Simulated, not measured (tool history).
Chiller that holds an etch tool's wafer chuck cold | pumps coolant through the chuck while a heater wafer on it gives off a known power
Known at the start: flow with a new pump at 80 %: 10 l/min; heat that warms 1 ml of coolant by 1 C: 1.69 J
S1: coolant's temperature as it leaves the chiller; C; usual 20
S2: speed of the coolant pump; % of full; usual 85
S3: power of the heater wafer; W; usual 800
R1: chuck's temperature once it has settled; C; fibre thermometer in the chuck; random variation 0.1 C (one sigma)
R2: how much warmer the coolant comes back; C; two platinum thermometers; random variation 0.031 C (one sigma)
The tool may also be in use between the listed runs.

{"run": 1, "hour": 0.0, "S1": 20, "S2": 85, "S3": 800, "R1": 28.2, "R2": 2.69}
{"hour": 12.3, "done": "coolant changed, channels flushed"}
{"run": 2, "hour": 100.5, "S1": 20, "S2": 85, "S3": 800, "R1": 28.3, "R2": 2.62}
{"run": 3, "hour": 185.1, "S1": 20, "S2": 85, "S3": 800, "R1": 28.1, "R2": 2.71}
{"run": 4, "hour": 303.8, "S1": 20, "S2": 85, "S3": 800, "R1": 28.1, "R2": 2.67}
{"run": 5, "hour": 369.7, "S1": 20, "S2": 85, "S3": 800, "R1": 28.0, "R2": 2.7}
{"run": 6, "hour": 458.9, "S1": 20, "S2": 85, "S3": 800, "R1": 28.2, "R2": 2.72}
{"run": 7, "hour": 552.4, "S1": 20, "S2": 85, "S3": 800, "R1": 28.3, "R2": 2.73}
{"run": 8, "hour": 636.9, "S1": 20, "S2": 85, "S3": 800, "R1": 28.0, "R2": 2.73}
{"run": 9, "hour": 735.8, "S1": 20, "S2": 85, "S3": 800, "R1": 28.0, "R2": 2.8}
{"run": 10, "hour": 815.6, "S1": 20, "S2": 85, "S3": 800, "R1": 28.2, "R2": 2.72}
{"run": 11, "hour": 943.5, "S1": 20, "S2": 85, "S3": 800, "R1": 28.1, "R2": 2.76}
{"run": 12, "hour": 1012.2, "S1": 20, "S2": 85, "S3": 800, "R1": 28.2, "R2": 2.77}
{"run": 13, "hour": 1070.4, "S1": 20, "S2": 85, "S3": 800, "R1": 28.3, "R2": 2.78}
{"run": 14, "hour": 1154.7, "S1": 20, "S2": 85, "S3": 630, "R1": 26.3, "R2": 2.22}
{"run": 15, "hour": 1245.9, "S1": 20, "S2": 85, "S3": 630, "R1": 26.6, "R2": 2.25}
{"run": 16, "hour": 1371.5, "S1": 20, "S2": 85, "S3": 630, "R1": 26.1, "R2": 2.2}
{"run": 17, "hour": 1479.8, "S1": 14, "S2": 94, "S3": 402, "R1": 17.9, "R2": 1.38}
{"run": 18, "hour": 1596.1, "S1": 15, "S2": 98, "S3": 469, "R1": 19.3, "R2": 1.55}
{"run": 19, "hour": 1655.4, "S1": 15, "S2": 98, "S3": 469, "R1": 19.4, "R2": 1.48}
{"run": 20, "hour": 1784.1, "S1": 28, "S2": 91, "S3": 872, "R1": 36.7, "R2": 2.89}
{"run": 21, "hour": 1888.9, "S1": 20, "S2": 69, "S3": 800, "R1": 30.0, "R2": 3.55}
{"run": 22, "hour": 1981.5, "S1": 20, "S2": 82, "S3": 613, "R1": 26.4, "R2": 2.35}

Run 23 comes next. What will it give?
{"run": 23, "hour": 2041.2, "S1": 20, "S2": 78, "S3": 631, "R1": "?", "R2": "?"}

Run 23 gave R1 26.9 C, R2 2.50 C.
Without the tool's hidden state the same run would have given R1 26.9 C, R2 2.24 C.

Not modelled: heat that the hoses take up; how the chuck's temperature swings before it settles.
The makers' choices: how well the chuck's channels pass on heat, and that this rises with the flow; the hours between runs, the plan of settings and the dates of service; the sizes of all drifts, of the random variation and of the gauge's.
